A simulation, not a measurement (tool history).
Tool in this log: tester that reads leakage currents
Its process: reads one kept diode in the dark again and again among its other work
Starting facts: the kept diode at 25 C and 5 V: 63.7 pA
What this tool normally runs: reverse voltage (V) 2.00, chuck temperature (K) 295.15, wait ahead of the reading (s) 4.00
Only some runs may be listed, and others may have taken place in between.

| run | hour | reverse voltage (V) | chuck temperature (K) | wait ahead of the reading (s) | current that the tester gives (pA) |
|---|---|---|---|---|---|
| 1 | 0.0 | 2.00 | 295.15 | 4.00 | 31.09 |
| 2 | 86.9 | 2.00 | 295.15 | 4.00 | 31.29 |
| 3 | 213.7 | 2.00 | 295.15 | 4.00 | 31.51 |
| 4 | 312.4 | 3.98 | 295.15 | 4.00 | 44.89 |
| 5 | 406.1 | 3.98 | 295.15 | 4.00 | 45.14 |
| 6 | 470.9 | 2.00 | 295.15 | 4.00 | 31.25 |
| 7 | 567.0 | 2.00 | 295.15 | 1.10 | 31.72 |
| 8 | 665.8 | 2.00 | 295.15 | 4.00 | 31.31 |
| 9 | 744.7 | 2.00 | 295.15 | 4.00 | 31.45 |
| 10 | 827.0 | 2.00 | 294.15 | 4.00 | 28.31 |
| 11 | 974.4 | 2.00 | 295.15 | 9.52 | 31.10 |
| 12 | 1075.8 | 2.00 | 295.15 | 9.52 | 31.28 |
| 13 | 1227.7 | 2.00 | 295.15 | 9.52 | 31.31 |
| 14 | 1376.3 | 2.00 | 295.15 | 9.52 | 31.43 |
|  | 1391.4 | probe card cleaned and baked |
| 15 | 1460.0 | 2.00 | 295.15 | 4.00 | 32.50 |
| 16 | 1540.9 | 2.00 | 295.15 | 4.00 | 32.73 |
| 17 | 1616.2 | 2.00 | 295.15 | 4.00 | 32.76 |
|  | 1675.9 | probe card cleaned and baked, once more |
| 18 | 1707.6 | 2.00 | 295.15 | 4.00 | 28.93 |
| 19 | 1788.8 | 2.00 | 295.15 | 4.00 | 28.94 |
| 20 | 1869.7 | 2.00 | 294.15 | 4.00 | 26.24 |
| 21 | 2005.2 | 5.84 | 294.15 | 1.51 | 44.95 |
| 22 | 2143.0 | 2.00 | 330.15 | 2.09 | 655.43 |
| 23 | 2208.6 | 6.22 | 295.15 | 2.74 | 51.07 |
| 24 | 2282.2 | 16.36 | 293.15 | 4.00 | 67.98 |
| 25 | 2373.1 | 2.00 | 294.15 | 5.68 | 26.15 |
| 26 | 2506.6 | 2.00 | 294.15 | 5.68 | 26.23 |
| 27 | 2582.6 | 4.45 | 295.15 | 4.00 | 43.04 |
| 28 | 2713.0 | 13.11 | 303.15 | 4.00 | 158.92 |
| 29 | 2841.4 | 13.11 | 303.15 | 4.00 | 157.71 |
|  | 2898.5 | chuck's temperature calibrated |
| 30 | 2923.3 | 13.11 | 303.15 | 4.00 | 170.22 |
| 31 | 2998.7 | 3.93 | 300.15 | 4.47 | 70.39 |
| 32 | 3097.7 | 3.93 | 300.15 | 4.47 | 70.33 |
| 33 | 3220.3 | 11.27 | 307.15 | 4.47 | 227.31 |
| 34 | 3305.2 | 15.67 | 295.15 | 2.97 | 89.25 |
| 35 | 3455.6 | 1.65 | 298.15 | 0.85 | 38.18 |
| 36 | 3606.3 | 2.05 | 317.15 | 3.95 | 235.89 |
| 37 | 3685.1 | 2.05 | 317.15 | 3.95 | 235.09 |
| 38 | 3765.3 | 2.05 | 317.15 | 3.95 | 234.93 |
| 39 | 3871.3 | 2.05 | 317.15 | 3.95 | 236.58 |

Alternative continuations, all from the tool just after run 39; predict every row:
| A | 3979.4 | 4.16 | 298.15 | 4.00 | ? |
| B | 3979.4 | 9.80 | 317.15 | 3.95 | ? |
| C | 3979.4 | 14.27 | 305.15 | 1.03 | ? |
| D | 3979.4 | 10.25 | 317.15 | 1.34 | ? |
| E | 3979.4 | 10.28 | 295.15 | 4.00 | ? |

| run | current that the tester gives (pA) |
|---|---|
| A | 60.09 |
| B | 506.47 |
| C | 215.03 |
| D | 521.66 |
| E | 72.22 |
Had the tool no hidden state, the same runs would have come out as:
| run | current that the tester gives (pA) |
|---|---|
| A | 58.66 |
| B | 505.31 |
| C | 210.15 |
| D | 520.37 |
| E | 68.17 |
